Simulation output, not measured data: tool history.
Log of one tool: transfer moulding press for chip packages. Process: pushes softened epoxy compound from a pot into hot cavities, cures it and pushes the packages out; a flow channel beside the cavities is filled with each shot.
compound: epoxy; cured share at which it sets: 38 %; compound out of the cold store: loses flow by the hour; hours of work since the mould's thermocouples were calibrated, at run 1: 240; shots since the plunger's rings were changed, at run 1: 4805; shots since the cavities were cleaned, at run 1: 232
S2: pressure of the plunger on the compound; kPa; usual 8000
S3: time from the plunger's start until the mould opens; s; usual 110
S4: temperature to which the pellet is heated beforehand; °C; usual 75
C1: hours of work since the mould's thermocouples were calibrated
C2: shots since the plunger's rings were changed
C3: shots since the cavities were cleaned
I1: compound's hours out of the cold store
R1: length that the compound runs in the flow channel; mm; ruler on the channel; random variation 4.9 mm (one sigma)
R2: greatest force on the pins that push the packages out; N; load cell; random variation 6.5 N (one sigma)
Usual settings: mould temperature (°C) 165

Run 1, hour 0.0: usual settings; C1 240; C2 4805; C3 232; I1 11.2. Result: R1 719 mm, R2 259 N.
Run 2, hour 18.1: usual settings; C1 249; C2 4943; C3 370; I1 42.0. Result: R1 662 mm, R2 255 N.
At hour 35.8: cavities cleaned with cleaning compound and waxed.
Run 3, hour 37.9: usual settings but S3 108 s; C1 258; C2 5082; C3 16; I1 20.9. Result: R1 699 mm, R2 246 N.
Run 4, hour 48.0: usual settings but S3 108 s; C1 263; C2 5158; C3 92; I1 41.9. Result: R1 667 mm, R2 264 N.
Run 5, hour 57.4: usual settings but S3 105 s; C1 268; C2 5230; C3 164; I1 19.9. Result: R1 704 mm, R2 275 N.
Run 6, hour 67.7: usual settings; C1 273; C2 5308; C3 242; I1 27.0. Result: R1 690 mm, R2 257 N.
Run 7, hour 80.7: usual settings; C1 279; C2 5406; C3 340; I1 17.1. Result: R1 702 mm, R2 256 N.
Run 8, hour 90.7: usual settings; C1 284; C2 5482; C3 416; I1 40.9. Result: R1 669 mm, R2 263 N.
At hour 101.4: cavities cleaned with cleaning compound and waxed.
Run 9, hour 109.9: usual settings; C1 292; C2 5616; C3 64; I1 45.8. Result: R1 656 mm, R2 260 N.
Run 10, hour 120.5: usual settings; C1 298; C2 5697; C3 145; I1 37.1. Result: R1 669 mm, R2 256 N.
Run 11, hour 137.5: usual settings but S2 8540 kPa; C1 306; C2 5826; C3 274; I1 36.1. Result: R1 694 mm, R2 252 N.
Run 12, hour 148.3: usual settings but S2 8540 kPa; C1 311; C2 5908; C3 356; I1 10.6. Result: R1 734 mm, R2 271 N.
Run 13, hour 157.4: usual settings but S2 9360 kPa; C1 316; C2 5977; C3 425; I1 15.3. Result: R1 753 mm, R2 262 N.
At hour 167.2: cavities cleaned with cleaning compound and waxed.
Run 14, hour 170.1: usual settings but S2 9360 kPa; C1 321; C2 6062; C3 22; I1 35.5. Result: R1 733 mm, R2 252 N.
Run 15, hour 181.1: usual settings but S4 68 °C; C1 326; C2 6145; C3 105; I1 27.8. Result: R1 688 mm, R2 265 N.
Run 16, hour 197.4: usual settings but mould temperature (°C) 170, S2 9750 kPa, S4 74 °C; C1 334; C2 6269; C3 229; I1 42.3. Result: R1 707 mm, R2 220 N.
At hour 210.5: plunger's sealing rings changed.
Run 17, hour 216.7: usual settings but mould temperature (°C) 170, S2 9750 kPa, S4 74 °C; C1 342; C2 47; C3 356; I1 40.8. Result: R1 709 mm, R2 218 N.
At hour 235.5: cavities cleaned with cleaning compound and waxed.
Run 18, hour 235.5: usual settings but mould temperature (°C) 170, S2 9750 kPa, S4 74 °C; C1 351; C2 178; C3 0; I1 35.1. Result: R1 717 mm, R2 217 N.
Run 19, hour 251.7: usual settings but mould temperature (°C) 170, S2 9750 kPa, S4 74 °C; C1 359; C2 302; C3 124; I1 11.2. Result: R1 757 mm, R2 217 N.
Run 20, hour 265.3: usual settings but S2 9310 kPa, S3 122 s; C1 365; C2 405; C3 227; I1 11.1. Result: R1 772 mm, R2 239 N.
Run 21, hour 280.9: usual settings but S2 9310 kPa, S3 122 s; C1 373; C2 523; C3 345; I1 45.7. Result: R1 705 mm, R2 217 N.
Run 22, hour 293.4: usual settings but S2 9310 kPa, S3 122 s; C1 379; C2 617; C3 439; I1 15.3. Result: R1 758 mm, R2 240 N.
At hour 301.0: cavities cleaned with cleaning compound and waxed.
Run 23, hour 313.1: usual settings but mould temperature (°C) 166, S2 8340 kPa, S3 112 s; C1 388; C2 756; C3 92; I1 19.6. Result: R1 710 mm, R2 232 N.
Run 24, hour 326.5: usual settings but mould temperature (°C) 166, S2 8340 kPa, S3 112 s; C1 394; C2 858; C3 194; I1 19.4. Result: R1 706 mm, R2 247 N.
Run 25, hour 341.8: usual settings but mould temperature (°C) 167, S2 7020 kPa, S3 99 s, S4 67 °C; C1 402; C2 974; C3 310; I1 20.2. Result: R1 646 mm, R2 278 N.
Run 26, hour 355.7: usual settings but mould temperature (°C) 167, S2 7020 kPa, S3 99 s, S4 67 °C; C1 409; C2 1079; C3 415; I1 28.5. Result: R1 623 mm, R2 265 N.
At hour 366.8: cavities cleaned with cleaning compound and waxed.
Run 27, hour 369.2: usual settings but S2 8770 kPa, S3 99 s; C1 415; C2 1170; C3 18; I1 14.6. Result: R1 741 mm, R2 303 N.
Run 28, hour 381.0: usual settings but S2 8770 kPa, S3 99 s; C1 420; C2 1259; C3 107; I1 21.1. Result: R1 723 mm, R2 313 N.

Forecast each of these 5 alternatives for the next run:
Run A, hour 398.6: usual settings but S2 8070 kPa; C1 429; C2 1393; C3 241; I1 27.7. Result: R1 ?, R2 ?.
Run B, hour 398.6: usual settings but S4 76 °C; C1 429; C2 1393; C3 241; I1 45.6. Result: R1 ?, R2 ?.
Run C, hour 398.6: usual settings but S2 8940 kPa, S3 128 s, S4 68 °C; C1 429; C2 1393; C3 241; I1 40.0. Result: R1 ?, R2 ?.
Run D, hour 398.6: usual settings but mould temperature (°C) 158, S2 6430 kPa, S3 99 s, S4 76 °C; C1 429; C2 1393; C3 241; I1 46.1. Result: R1 ?, R2 ?.
Run E, hour 398.6: usual settings but S3 138 s; C1 429; C2 1393; C3 241; I1 33.8. Result: R1 ?, R2 ?.

run   R1   R2
  A  688  268
  B  659  253
  C  690  222
  D  616  508
  E  676  217
Without the tool's hidden state the same runs would have given:
run   R1   R2
  A  688  266
  B  659  251
  C  691  220
  D  616  504
  E  676  215
